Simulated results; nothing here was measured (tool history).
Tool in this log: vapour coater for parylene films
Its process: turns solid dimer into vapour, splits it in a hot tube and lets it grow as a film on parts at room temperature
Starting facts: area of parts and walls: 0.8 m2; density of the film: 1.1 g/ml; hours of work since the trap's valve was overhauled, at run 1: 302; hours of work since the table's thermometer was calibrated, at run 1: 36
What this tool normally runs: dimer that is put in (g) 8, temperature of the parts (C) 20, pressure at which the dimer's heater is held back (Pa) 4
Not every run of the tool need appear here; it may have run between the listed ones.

run	hour	dimer that is put in (g)	temperature of the parts (C)	pressure at which the dimer's heater is held back (Pa)	hours of work since the trap's valve was overhauled	hours of work since the table's thermometer was calibrated	thickness of the film (µm)
1	0	8	20	4	302	36	4.37
2	14.4	8	20	4	312	46	4.41
3	31.2	8	20	4	323	58	4.28
4	46.9	8	20	4	334	68	4.29
5	58.5	8	20	4	342	76	4.32
6	75.7	8	20	4	354	88	4.37
7	84.7	8	27	4	360	94	3.39
8	100.4	8	19	4	371	105	4.49
9	117.1	8	19	4	383	117	4.44
10	124.8	3	20	4	388	122	1.6
11	133.6	3	20	4	394	128	1.58
12	141.5	8	19	4	399	134	4.46
13	157.2	8	19	4	410	144	4.39
14	166.9	8	19	4	417	151	4.4
15	182.8	8	20	4	428	162	4.24
16	197.1	3	20	4	438	172	1.61
17	214.1	3	20	4	449	184	1.59
18	229.9	8	20	4	460	195	4.16
19	242.2	8	20	4	469	203	4.29
20	255.1	8	24	4	478	212	3.66
21	267.9	8	20	4	486	221	4.21
22	280.7	8	20	4	495	229	4.23
23	288.3	8	20	4	501	235	4.19
24	295.8	8	23	4	506	240	3.8
25	308.1	8	16	4	514	248	4.76
26	319.8	8	16	4	522	256	4.77
# hour 335: trap's valve overhauled
27	335	4	20	5.41	0	264	2.1
28	343.9	8	14	4	6	270	5.63
29	357.2	8	20	5.29	15	279	4.29
30	365.4	4	20	3.79	21	285	2.23
31	374.6	4	20	3.79	27	291	2.29
32	384.8	4	20	3.79	34	298	2.28
33	399.2	11	20	5.84	44	308	5.71
34	414.7	13	14	8.33	55	319	7.85
35	430.4	13	14	8.33	66	330	7.76
36	445.9	5	20	3.23	76	340	2.91
37	455.2	5	20	3.23	83	347	2.9
38	468.9	5	20	3.23	92	356	2.86
39	482.2	5	23	3.42	101	366	2.57
40	493.5	3	23	3.42	109	373	1.56
41	502	8	20	3.74	115	379	4.44
42	512.4	12	20	4.42	122	386	6.45
43	527.8	12	20	4	133	397	6.64
44	540.5	4	20	4	142	406	2.21
45	554	4	20	4	151	415	2.23
46	571.2	7	32	2.15	163	427	2.82
47	588	8	19	4	174	438	4.58

Forecast each of these 5 alternatives for the next run:
A	598.5	3	25	4	181	446	?
B	598.5	9	23	4	181	446	?
C	598.5	8	12	4.95	181	446	?
D	598.5	4	16	8.95	181	446	?
E	598.5	4	27	4	181	446	?

run	thickness of the film (µm)
A	1.38
B	4.41
C	5.49
D	2.15
E	1.72
Stripped of hidden state, with their random variation kept, the same runs would have yielded:
run	thickness of the film (µm)
A	1.45
B	4.61
C	5.73
D	2.24
E	1.79

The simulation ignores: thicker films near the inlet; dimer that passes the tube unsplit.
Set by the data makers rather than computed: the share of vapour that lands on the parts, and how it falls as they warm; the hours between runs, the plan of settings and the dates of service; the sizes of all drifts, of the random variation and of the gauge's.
